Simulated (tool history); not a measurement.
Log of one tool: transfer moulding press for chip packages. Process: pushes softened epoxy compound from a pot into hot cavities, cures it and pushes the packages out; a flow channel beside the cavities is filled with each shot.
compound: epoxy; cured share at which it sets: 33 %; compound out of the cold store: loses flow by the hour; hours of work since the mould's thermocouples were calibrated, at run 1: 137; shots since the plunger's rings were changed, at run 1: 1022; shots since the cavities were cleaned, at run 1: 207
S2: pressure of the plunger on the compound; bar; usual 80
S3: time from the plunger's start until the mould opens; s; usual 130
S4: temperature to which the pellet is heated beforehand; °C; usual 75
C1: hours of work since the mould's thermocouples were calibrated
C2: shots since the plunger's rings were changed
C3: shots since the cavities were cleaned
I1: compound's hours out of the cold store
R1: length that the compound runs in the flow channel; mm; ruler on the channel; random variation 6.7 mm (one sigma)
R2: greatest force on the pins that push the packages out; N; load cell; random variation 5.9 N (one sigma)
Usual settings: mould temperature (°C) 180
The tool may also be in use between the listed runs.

{"run": 1, "hour": 0.0, "mould temperature (°C)": 180, "S2": 80, "S3": 130, "S4": 75, "C1": 137, "C2": 1022, "C3": 207, "I1": 45.8, "R1": 736, "R2": 315}
{"run": 2, "hour": 47.1, "mould temperature (°C)": 180, "S2": 64.2, "S3": 130, "S4": 75, "C1": 166, "C2": 1419, "C3": 604, "I1": 13.1, "R1": 725, "R2": 434}
{"run": 3, "hour": 71.0, "mould temperature (°C)": 180, "S2": 64.2, "S3": 130, "S4": 75, "C1": 181, "C2": 1621, "C3": 806, "I1": 11.4, "R1": 724, "R2": 456}
{"hour": 107.6, "done": "cavities cleaned with cleaning compound and waxed"}
{"run": 4, "hour": 109.8, "mould temperature (°C)": 180, "S2": 80, "S3": 130, "S4": 75, "C1": 204, "C2": 1935, "C3": 19, "I1": 13.7, "R1": 796, "R2": 251}
{"run": 5, "hour": 144.6, "mould temperature (°C)": 180, "S2": 80, "S3": 130, "S4": 75, "C1": 226, "C2": 2228, "C3": 312, "I1": 29.8, "R1": 765, "R2": 385}
{"run": 6, "hour": 172.2, "mould temperature (°C)": 180, "S2": 80, "S3": 130, "S4": 75, "C1": 243, "C2": 2461, "C3": 545, "I1": 42.8, "R1": 748, "R2": 415}
{"run": 7, "hour": 194.6, "mould temperature (°C)": 180, "S2": 80, "S3": 130, "S4": 75, "C1": 257, "C2": 2650, "C3": 734, "I1": 38.6, "R1": 746, "R2": 453}
{"run": 8, "hour": 218.0, "mould temperature (°C)": 180, "S2": 80, "S3": 130, "S4": 75, "C1": 272, "C2": 2847, "C3": 931, "I1": 38.8, "R1": 750, "R2": 459}
{"hour": 239.6, "done": "cavities cleaned with cleaning compound and waxed"}
{"run": 9, "hour": 246.1, "mould temperature (°C)": 180, "S2": 80, "S3": 130, "S4": 75, "C1": 288, "C2": 3071, "C3": 54, "I1": 17.3, "R1": 791, "R2": 271}
{"run": 10, "hour": 268.5, "mould temperature (°C)": 180, "S2": 80, "S3": 130, "S4": 75, "C1": 302, "C2": 3261, "C3": 244, "I1": 34.5, "R1": 740, "R2": 335}
{"run": 11, "hour": 301.7, "mould temperature (°C)": 180, "S2": 80, "S3": 130, "S4": 75, "C1": 323, "C2": 3540, "C3": 523, "I1": 36.2, "R1": 739, "R2": 425}
{"run": 12, "hour": 345.4, "mould temperature (°C)": 180, "S2": 80, "S3": 130, "S4": 75, "C1": 350, "C2": 3908, "C3": 891, "I1": 13.6, "R1": 788, "R2": 476}
{"hour": 369.9, "done": "cavities cleaned with cleaning compound and waxed"}
{"hour": 377.0, "done": "plunger's sealing rings changed"}
{"run": 13, "hour": 389.9, "mould temperature (°C)": 180, "S2": 80, "S3": 130, "S4": 75, "C1": 375, "C2": 109, "C3": 147, "I1": 10.2, "R1": 832, "R2": 308}
{"run": 14, "hour": 435.2, "mould temperature (°C)": 180, "S2": 80, "S3": 130, "S4": 75, "C1": 404, "C2": 491, "C3": 529, "I1": 31.3, "R1": 783, "R2": 429}
{"run": 15, "hour": 467.7, "mould temperature (°C)": 185, "S2": 68.5, "S3": 156, "S4": 68, "C1": 424, "C2": 765, "C3": 803, "I1": 22.3, "R1": 722, "R2": 334}
{"hour": 503.3, "done": "cavities cleaned with cleaning compound and waxed"}
{"run": 16, "hour": 508.4, "mould temperature (°C)": 185, "S2": 68.5, "S3": 156, "S4": 68, "C1": 448, "C2": 1095, "C3": 43, "I1": 36.4, "R1": 696, "R2": 197}
{"run": 17, "hour": 537.3, "mould temperature (°C)": 180, "S2": 71.8, "S3": 131, "S4": 77, "C1": 466, "C2": 1339, "C3": 287, "I1": 31.4, "R1": 736, "R2": 363}
{"run": 18, "hour": 582.8, "mould temperature (°C)": 177, "S2": 80, "S3": 130, "S4": 66, "C1": 495, "C2": 1722, "C3": 670, "I1": 25.7, "R1": 795, "R2": 545}
{"run": 19, "hour": 626.4, "mould temperature (°C)": 178, "S2": 80, "S3": 110, "S4": 66, "C1": 522, "C2": 2090, "C3": 1038, "I1": 18.3, "R1": 811, "R2": 805}
{"hour": 636.7, "done": "cavities cleaned with cleaning compound and waxed"}
{"run": 20, "hour": 670.5, "mould temperature (°C)": 178, "S2": 80, "S3": 110, "S4": 66, "C1": 549, "C2": 2449, "C3": 285, "I1": 43.8, "R1": 755, "R2": 617}
{"run": 21, "hour": 703.3, "mould temperature (°C)": 178, "S2": 80, "S3": 110, "S4": 66, "C1": 569, "C2": 2726, "C3": 562, "I1": 17.3, "R1": 804, "R2": 736}
{"run": 22, "hour": 734.4, "mould temperature (°C)": 180, "S2": 61.9, "S3": 130, "S4": 75, "C1": 588, "C2": 2987, "C3": 823, "I1": 38.3, "R1": 645, "R2": 474}
{"hour": 768.1, "done": "cavities cleaned with cleaning compound and waxed"}
{"run": 23, "hour": 782.3, "mould temperature (°C)": 180, "S2": 80, "S3": 116, "S4": 75, "C1": 617, "C2": 3378, "C3": 119, "I1": 23.9, "R1": 764, "R2": 393}
{"run": 24, "hour": 810.7, "mould temperature (°C)": 180, "S2": 80, "S3": 116, "S4": 71, "C1": 635, "C2": 3618, "C3": 359, "I1": 16.3, "R1": 773, "R2": 503}
{"run": 25, "hour": 843.0, "mould temperature (°C)": 186, "S2": 83.6, "S3": 112, "S4": 69, "C1": 655, "C2": 3891, "C3": 632, "I1": 39.4, "R1": 730, "R2": 426}
{"hour": 871.9, "done": "plunger's sealing rings changed"}
{"run": 26, "hour": 876.0, "mould temperature (°C)": 186, "S2": 83.6, "S3": 163, "S4": 77, "C1": 674, "C2": 35, "C3": 889, "I1": 42.9, "R1": 760, "R2": 342}
{"run": 27, "hour": 896.6, "mould temperature (°C)": 186, "S2": 83.6, "S3": 163, "S4": 77, "C1": 687, "C2": 208, "C3": 1062, "I1": 20.2, "R1": 805, "R2": 340}
{"hour": 902.4, "done": "cavities cleaned with cleaning compound and waxed"}
{"run": 28, "hour": 939.0, "mould temperature (°C)": 186, "S2": 83.6, "S3": 163, "S4": 77, "C1": 713, "C2": 553, "C3": 309, "I1": 26, "R1": 794, "R2": 257}

Measured less the same run without the tool's hidden state. The same run-to-run variation is in both; the gauge's scatter may not be:
The hidden state here: true mould temperature over the reading, C; pressure that reaches the compound, % of what is set; grip of the stained cavities, % over clean ones'; drift of the gauge itself on flow_mm, %; drift of the gauge itself on push_out_n, %.
run=1 R1=-12 R2=+96
run=2 R1=-16 R2=+206
run=3 R1=-18 R2=+239
run=4 R1=-24 R2=+23
run=5 R1=-26 R2=+146
run=6 R1=-28 R2=+190
run=7 R1=-30 R2=+225
run=8 R1=-33 R2=+241
run=9 R1=-37 R2=+42
run=10 R1=-38 R2=+112
run=11 R1=-40 R2=+189
run=12 R1=-48 R2=+249
run=13 R1=+2 R2=+84
run=14 R1=-2 R2=+199
run=15 R1=-5 R2=+166
run=16 R1=-9 R2=+26
run=17 R1=-11 R2=+140
run=18 R1=-17 R2=+285
run=19 R1=-22 R2=+452
run=20 R1=-25 R2=+249
run=21 R1=-30 R2=+370
run=22 R1=-27 R2=+253
run=23 R1=-37 R2=+111
run=24 R1=-41 R2=+224
run=25 R1=-42 R2=+211
run=26 R1=+4 R2=+169
run=27 R1=+3 R2=+179
run=28 R1=-1 R2=+91

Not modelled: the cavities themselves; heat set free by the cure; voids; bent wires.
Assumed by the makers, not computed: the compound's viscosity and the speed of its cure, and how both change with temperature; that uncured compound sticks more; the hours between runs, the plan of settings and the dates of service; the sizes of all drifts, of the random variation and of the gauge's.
